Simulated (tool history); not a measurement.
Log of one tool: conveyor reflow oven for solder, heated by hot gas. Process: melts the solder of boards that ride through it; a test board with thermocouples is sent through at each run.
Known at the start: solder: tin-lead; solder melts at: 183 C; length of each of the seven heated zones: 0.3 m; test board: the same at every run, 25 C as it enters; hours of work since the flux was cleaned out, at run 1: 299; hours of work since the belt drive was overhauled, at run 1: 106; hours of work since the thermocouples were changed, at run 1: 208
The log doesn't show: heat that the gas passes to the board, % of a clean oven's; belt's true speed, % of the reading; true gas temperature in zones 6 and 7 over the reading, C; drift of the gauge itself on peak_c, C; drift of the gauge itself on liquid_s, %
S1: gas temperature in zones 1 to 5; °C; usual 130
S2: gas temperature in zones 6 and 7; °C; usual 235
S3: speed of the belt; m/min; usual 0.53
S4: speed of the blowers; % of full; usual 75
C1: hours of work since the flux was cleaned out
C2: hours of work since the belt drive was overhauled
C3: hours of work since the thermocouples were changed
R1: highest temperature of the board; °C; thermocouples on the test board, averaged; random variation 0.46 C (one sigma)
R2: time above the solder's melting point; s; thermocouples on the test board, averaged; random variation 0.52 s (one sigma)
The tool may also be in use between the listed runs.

run,hour,S1,S2,S3,S4,C1,C2,C3,R1,R2
1,0,130,235,0.53,75,299,106,208,219.6,50.2
2,14.5,130,235,0.53,75,306,112,214,219.1,49.9
3,27,130,235,0.53,75,311,118,220,218.8,50.9
4,42.7,130,235,0.53,75,319,125,227,219.2,51.5
5,55.7,142,235,0.53,75,324,131,233,221.4,55.2
6,65.1,130,235,0.53,75,329,135,237,219.3,51
7,72.9,130,235,0.53,75,332,139,240,219.1,50.5
8,84.6,130,235,0.53,75,337,144,246,218.7,51.1
9,100.3,130,235,0.53,75,345,151,253,219.3,50.5
10,112.8,130,235,0.53,75,350,157,259,218.8,51.5
# hour 117.9: belt drive overhauled, speed set with a stopwatch
11,129.5,130,235,0.572,75,356,5,264,216.9,44.1
12,146,130,237,0.53,75,363,13,272,220.7,51.7
13,161.7,130,237,0.53,75,371,20,279,220.9,52
14,171.6,138,235,0.53,75,375,24,283,220,52.6
15,186.1,138,235,0.59,75,382,31,290,216.6,45.5
# hour 195.7: belt drive overhauled, speed set with a stopwatch, once more
16,197.2,142,235,0.599,75,385,1,293,216.8,44.9
17,207.6,130,235,0.566,68,390,5,298,214.3,42.9
18,215.2,130,234,0.53,64,393,9,301,214.9,46.8
19,223.9,130,235,0.557,56,397,13,305,211,40
20,238.1,123,224,0.6,85,403,19,312,206.2,32.9
21,247.6,123,224,0.6,85,408,24,316,205.9,32.5
22,262.2,130,236,0.503,66,414,30,323,218.9,52.7
23,272.5,130,235,0.545,75,419,35,327,218,46.6
24,281.6,130,235,0.465,62,423,39,331,220.2,58.2
25,289.6,130,239,0.441,73,427,43,335,227.8,66.4
26,306.4,139,235,0.53,75,434,50,343,220.5,52.5
27,318.8,145,235,0.588,75,440,56,348,216.7,46.6
28,334.8,145,235,0.588,75,447,63,355,217.7,48.1
29,346.5,130,237,0.484,65,452,68,361,220.2,55.4
# hour 355.8: flux residue cleaned out of gas plates and filters
30,359.1,130,237,0.626,56,1,72,364,211.8,36.7

Hidden state or all else? Some run-to-run changes of R1, split into what the settings, what came in and random variation would give without the hidden state, and what is left for the hidden state (with any gauge scatter that isn't in both results):
Run 19 -> 20: S1 130 -> 123, S2 235 -> 224, S3 0.557 -> 0.6, S4 56 -> 85. R1 -4.8 °C: hidden state -0.9, all else -3.9.
Run 21 -> 22: S1 123 -> 130, S2 224 -> 236, S3 0.6 -> 0.503, S4 85 -> 66. R1 +13 °C: hidden state +1.1, all else +11.9.
Run 24 -> 25: S2 235 -> 239, S3 0.465 -> 0.441, S4 62 -> 73. R1 +7.6 °C: hidden state +0, all else +7.6.
Run 29 -> 30: S3 0.484 -> 0.626, S4 65 -> 56, flux residue cleaned out of gas plates and filters. R1 -8.4 °C: hidden state +3.6, all else -12.

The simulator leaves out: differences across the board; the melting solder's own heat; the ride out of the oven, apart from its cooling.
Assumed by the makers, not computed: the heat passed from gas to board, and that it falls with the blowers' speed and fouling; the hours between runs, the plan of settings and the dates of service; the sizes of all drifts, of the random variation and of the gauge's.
